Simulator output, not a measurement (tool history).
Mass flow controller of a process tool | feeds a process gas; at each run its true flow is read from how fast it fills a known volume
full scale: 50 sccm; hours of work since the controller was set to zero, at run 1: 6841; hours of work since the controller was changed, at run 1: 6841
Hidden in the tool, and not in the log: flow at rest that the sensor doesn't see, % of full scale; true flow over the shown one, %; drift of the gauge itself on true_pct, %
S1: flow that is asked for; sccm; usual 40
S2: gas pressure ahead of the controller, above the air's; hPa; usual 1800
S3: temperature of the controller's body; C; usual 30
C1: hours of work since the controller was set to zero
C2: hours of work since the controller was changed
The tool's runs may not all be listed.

{"run": 1, "hour": 0.0, "S1": 40, "S2": 1800, "S3": 30, "C1": 6841, "C2": 6841, "true flow (%)": 100.23}
{"run": 2, "hour": 223.6, "S1": 40, "S2": 1800, "S3": 30, "C1": 7002, "C2": 7002, "true flow (%)": 100.22}
{"hour": 348.9, "done": "controller's zero set anew"}
{"run": 3, "hour": 474.7, "S1": 40, "S2": 1800, "S3": 30, "C1": 91, "C2": 7183, "true flow (%)": 101.98}
{"run": 4, "hour": 648.6, "S1": 40, "S2": 1800, "S3": 30, "C1": 216, "C2": 7308, "true flow (%)": 101.95}
{"run": 5, "hour": 921.6, "S1": 40, "S2": 1800, "S3": 30, "C1": 413, "C2": 7505, "true flow (%)": 101.96}
{"run": 6, "hour": 1190.8, "S1": 40, "S2": 1800, "S3": 27, "C1": 607, "C2": 7698, "true flow (%)": 102.4}
{"run": 7, "hour": 1326.4, "S1": 40, "S2": 1800, "S3": 27, "C1": 704, "C2": 7796, "true flow (%)": 102.35}
{"run": 8, "hour": 1584.9, "S1": 40, "S2": 1620, "S3": 30, "C1": 890, "C2": 7982, "true flow (%)": 102.13}
{"run": 9, "hour": 1824.2, "S1": 40, "S2": 1620, "S3": 30, "C1": 1063, "C2": 8155, "true flow (%)": 102.2}
{"run": 10, "hour": 2027.8, "S1": 40, "S2": 1620, "S3": 30, "C1": 1210, "C2": 8301, "true flow (%)": 102.23}
{"run": 11, "hour": 2203.6, "S1": 40, "S2": 2680, "S3": 30, "C1": 1336, "C2": 8428, "true flow (%)": 101.67}
{"run": 12, "hour": 2476.4, "S1": 40, "S2": 2680, "S3": 30, "C1": 1533, "C2": 8625, "true flow (%)": 101.56}
{"run": 13, "hour": 2701.7, "S1": 40, "S2": 2680, "S3": 30, "C1": 1695, "C2": 8787, "true flow (%)": 101.64}
{"run": 14, "hour": 2972.2, "S1": 40, "S2": 2680, "S3": 30, "C1": 1890, "C2": 8982, "true flow (%)": 101.69}
{"run": 15, "hour": 3207.5, "S1": 40, "S2": 1800, "S3": 35, "C1": 2059, "C2": 9151, "true flow (%)": 101.67}
{"run": 16, "hour": 3424.8, "S1": 40, "S2": 1800, "S3": 30, "C1": 2216, "C2": 9308, "true flow (%)": 102.35}
{"run": 17, "hour": 3544.0, "S1": 40, "S2": 1800, "S3": 30, "C1": 2302, "C2": 9394, "true flow (%)": 102.29}
{"run": 18, "hour": 3721.2, "S1": 5, "S2": 1800, "S3": 30, "C1": 2429, "C2": 9521, "true flow (%)": 97.59}
{"run": 19, "hour": 3927.7, "S1": 5, "S2": 1800, "S3": 30, "C1": 2578, "C2": 9670, "true flow (%)": 97.23}

Run 20 comes next. What will it give?
{"run": 20, "hour": 4079.2, "S1": 31, "S2": 2370, "S3": 32, "C1": 2687, "C2": 9779, "true flow (%)": "?"}

Run 20 gave true flow (%) 101.61.
Without the tool's hidden state the same run would have given true flow (%) 99.08.

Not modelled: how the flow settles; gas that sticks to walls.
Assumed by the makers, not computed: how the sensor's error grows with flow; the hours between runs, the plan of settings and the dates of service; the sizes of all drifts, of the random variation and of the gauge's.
